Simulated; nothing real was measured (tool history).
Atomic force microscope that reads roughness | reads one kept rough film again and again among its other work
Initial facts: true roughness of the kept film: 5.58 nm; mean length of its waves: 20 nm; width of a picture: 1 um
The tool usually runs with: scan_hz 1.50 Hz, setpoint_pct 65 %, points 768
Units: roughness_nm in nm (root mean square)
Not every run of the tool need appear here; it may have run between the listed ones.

| run | hour | scan_hz | setpoint_pct | points | roughness_nm |
|---|---|---|---|---|---|
| 1 | 0.0 | 1.50 | 65 | 768 | 1.901 |
| 2 | 13.4 | 1.50 | 65 | 768 | 1.868 |
| 3 | 28.1 | 1.50 | 55 | 768 | 1.851 |
| 4 | 45.0 | 1.50 | 55 | 768 | 1.817 |
| 5 | 60.4 | 1.50 | 55 | 768 | 1.781 |
| 6 | 88.3 | 1.50 | 55 | 768 | 1.723 |
| 7 | 109.6 | 1.50 | 55 | 768 | 1.676 |
|  | 120.2 | new tip fitted |
| 8 | 136.0 | 1.50 | 65 | 768 | 3.195 |
| 9 | 159.9 | 1.50 | 65 | 768 | 3.002 |
|  | 163.6 | height scale calibrated on a step standard |
| 10 | 184.2 | 1.50 | 66 | 768 | 2.875 |
|  | 213.8 | height scale calibrated on a step standard, once more |
| 11 | 214.0 | 0.95 | 72 | 695 | 2.726 |
| 12 | 239.1 | 0.95 | 72 | 480 | 2.571 |
| 13 | 263.2 | 0.92 | 80 | 822 | 2.447 |
| 14 | 294.0 | 2.28 | 80 | 822 | 2.145 |
| 15 | 319.5 | 1.19 | 65 | 768 | 2.244 |
| 16 | 332.2 | 1.19 | 65 | 768 | 2.214 |
| 17 | 348.2 | 1.19 | 65 | 768 | 2.154 |
| 18 | 368.3 | 1.19 | 65 | 768 | 2.093 |

What if the next run were any one of these 5? Each begins from the tool's condition after run 18:
| A | 391.8 | 2.54 | 61 | 633 | ? |
| B | 391.8 | 1.19 | 65 | 419 | ? |
| C | 391.8 | 0.84 | 65 | 768 | ? |
| D | 391.8 | 0.69 | 65 | 768 | ? |
| E | 391.8 | 0.72 | 65 | 768 | ? |

| run | roughness_nm |
|---|---|
| A | 1.974 |
| B | 1.998 |
| C | 2.038 |
| D | 2.051 |
| E | 2.047 |
Had the tool no hidden state, the same runs would have come out as:
| run | roughness_nm |
|---|---|
| A | 3.402 |
| B | 3.443 |
| C | 3.508 |
| D | 3.529 |
| E | 3.531 |

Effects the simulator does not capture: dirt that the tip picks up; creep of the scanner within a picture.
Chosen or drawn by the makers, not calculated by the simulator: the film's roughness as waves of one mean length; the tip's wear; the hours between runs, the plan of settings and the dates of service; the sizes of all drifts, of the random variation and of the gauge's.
